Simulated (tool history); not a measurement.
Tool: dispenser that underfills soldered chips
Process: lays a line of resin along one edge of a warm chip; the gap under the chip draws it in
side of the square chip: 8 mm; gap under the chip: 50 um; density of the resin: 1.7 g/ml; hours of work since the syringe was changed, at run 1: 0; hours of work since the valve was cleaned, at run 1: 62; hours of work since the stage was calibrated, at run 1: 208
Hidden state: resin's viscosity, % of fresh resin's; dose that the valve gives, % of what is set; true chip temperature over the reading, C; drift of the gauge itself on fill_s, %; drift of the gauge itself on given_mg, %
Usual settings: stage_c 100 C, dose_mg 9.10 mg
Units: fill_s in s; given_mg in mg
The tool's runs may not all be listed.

run,hour,stage_c,dose_mg,hours of work since the syringe was changed,hours of work since the valve was cleaned,hours of work since the stage was calibrated,fill_s,given_mg
1,0.0,100,9.10,0,62,208,56.5,8.66
# hour 11.8: new syringe of resin
2,13.0,100,8.07,1,72,218,61.2,7.49
# hour 24.2: new syringe of resin
3,26.2,100,9.10,2,82,229,62.8,8.47
4,35.6,100,9.10,9,89,236,100.7,8.37
# hour 36.6: new syringe of resin
5,48.3,100,9.10,9,99,246,102.1,8.45
# hour 49.6: new syringe of resin
6,56.3,100,9.10,5,105,252,79.8,8.22
# hour 62.1: new syringe of resin
# hour 63.8: dispensing valve cleaned and set on the balance
7,70.6,100,9.10,6,5,262,82.7,8.99
# hour 75.6: new syringe of resin
8,82.5,100,11.23,5,15,271,77.0,11.03
# hour 88.1: new syringe of resin
9,89.6,100,9.10,1,20,277,59.7,8.87
10,98.5,112,9.10,8,27,284,70.7,8.93
# hour 100.4: new syringe of resin
11,108.3,100,9.10,6,34,291,82.1,8.83
# hour 112.9: new syringe of resin
12,116.6,85,9.10,3,41,297,102.6,8.71
13,124.5,85,9.10,9,47,304,157.7,8.73
# hour 125.7: new syringe of resin
# hour 138.6: new syringe of resin
14,139.4,85,9.10,1,58,315,86.1,8.73
15,149.5,85,7.96,9,66,323,151.7,7.46
# hour 151.6: new syringe of resin
16,158.3,85,7.96,5,73,330,121.7,7.52
# hour 164.8: new syringe of resin
17,171.2,106,8.89,5,83,340,65.5,8.13
# hour 177.2: new syringe of resin
18,184.4,106,8.89,6,93,350,69.1,8.08
# hour 190.3: new syringe of resin
19,195.2,112,11.54,4,101,358,50.3,10.46
# hour 202.7: new syringe of resin
# hour 207.6: dispensing valve cleaned and set on the balance
20,210.2,112,11.54,5,2,369,54.9,11.53
# hour 216.5: new syringe of resin
21,220.4,112,11.54,3,10,377,47.9,11.41
# hour 228.9: new syringe of resin
22,231.3,87,11.11,2,18,385,85.0,10.87
# hour 241.1: new syringe of resin
23,243.9,94,11.28,2,28,395,72.3,10.94
24,251.4,102,11.68,8,34,401,85.3,11.39
# hour 253.8: new syringe of resin
# hour 258.0: stage's temperature calibrated
25,259.5,111,7.87,4,39,1,57.6,7.62
26,265.5,111,7.87,8,44,6,79.6,7.53
# hour 267.6: new syringe of resin
27,274.5,111,7.87,5,51,13,60.8,7.52

Forecast each of these 3 alternatives for the next run:
# hour 280.6: new syringe of resin
A,286.1,100,9.42,4,60,22,?,?
# hour 280.6: new syringe of resin
B,286.1,100,10.20,4,60,22,?,?
# hour 280.6: new syringe of resin
C,286.1,114,8.79,4,60,22,?,?

run,fill_s,given_mg
A,74.3,8.89
B,75.2,9.56
C,52.7,8.36
Without the tool's hidden state the same runs would have given:
run,fill_s,given_mg
A,54.8,9.43
B,55.7,10.14
C,38.8,8.86
